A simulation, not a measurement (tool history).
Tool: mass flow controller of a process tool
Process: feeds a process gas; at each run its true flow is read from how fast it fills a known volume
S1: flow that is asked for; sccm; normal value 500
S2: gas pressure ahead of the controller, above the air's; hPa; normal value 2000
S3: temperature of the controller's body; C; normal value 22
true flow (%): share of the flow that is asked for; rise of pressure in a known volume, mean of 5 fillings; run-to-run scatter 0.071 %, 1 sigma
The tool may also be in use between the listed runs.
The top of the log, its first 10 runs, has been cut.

{"run": 11, "hour": 906.6, "S1": 500, "S2": 1400, "S3": 22, "true flow (%)": 100.01}
{"run": 12, "hour": 1043.9, "S1": 500, "S2": 2000, "S3": 22, "true flow (%)": 99.78}
{"run": 13, "hour": 1135.5, "S1": 500, "S2": 1930, "S3": 22, "true flow (%)": 99.82}
{"run": 14, "hour": 1227.8, "S1": 500, "S2": 2000, "S3": 22, "true flow (%)": 99.77}
{"run": 15, "hour": 1287.2, "S1": 500, "S2": 2000, "S3": 22, "true flow (%)": 99.76}
{"run": 16, "hour": 1402.1, "S1": 500, "S2": 2000, "S3": 39, "true flow (%)": 99.12}
{"run": 17, "hour": 1488.8, "S1": 500, "S2": 2000, "S3": 39, "true flow (%)": 99.28}
{"run": 18, "hour": 1549.0, "S1": 500, "S2": 2000, "S3": 39, "true flow (%)": 99.33}
{"run": 19, "hour": 1678.7, "S1": 310, "S2": 2210, "S3": 21, "true flow (%)": 99.41}
{"run": 20, "hour": 1753.7, "S1": 188, "S2": 1950, "S3": 29, "true flow (%)": 99.31}
{"run": 21, "hour": 1827.9, "S1": 188, "S2": 1950, "S3": 29, "true flow (%)": 99.24}
{"run": 22, "hour": 1955.8, "S1": 138, "S2": 1950, "S3": 29, "true flow (%)": 99.23}
{"run": 23, "hour": 2087.7, "S1": 122, "S2": 2000, "S3": 23, "true flow (%)": 99.41}
{"run": 24, "hour": 2177.6, "S1": 122, "S2": 2000, "S3": 23, "true flow (%)": 99.42}
{"run": 25, "hour": 2273.4, "S1": 122, "S2": 2000, "S3": 23, "true flow (%)": 99.32}
{"run": 26, "hour": 2379.9, "S1": 122, "S2": 1950, "S3": 28, "true flow (%)": 99.36}
{"run": 27, "hour": 2488.7, "S1": 181, "S2": 1960, "S3": 34, "true flow (%)": 99.3}
{"run": 28, "hour": 2572.3, "S1": 181, "S2": 1960, "S3": 34, "true flow (%)": 99.22}
{"run": 29, "hour": 2668.3, "S1": 119, "S2": 1930, "S3": 37, "true flow (%)": 99.22}
{"run": 30, "hour": 2726.9, "S1": 116, "S2": 1450, "S3": 25, "true flow (%)": 99.67}
{"run": 31, "hour": 2808.9, "S1": 952, "S2": 1710, "S3": 22, "true flow (%)": 100.13}

Run 32 comes next. What will it give?
{"run": 32, "hour": 2923.0, "S1": 952, "S2": 1710, "S3": 22, "true flow (%)": "?"}

Run 32 gave true flow (%) 100.12.
Had the tool carried no hidden state, the very same run would have given true flow (%) 100.12.
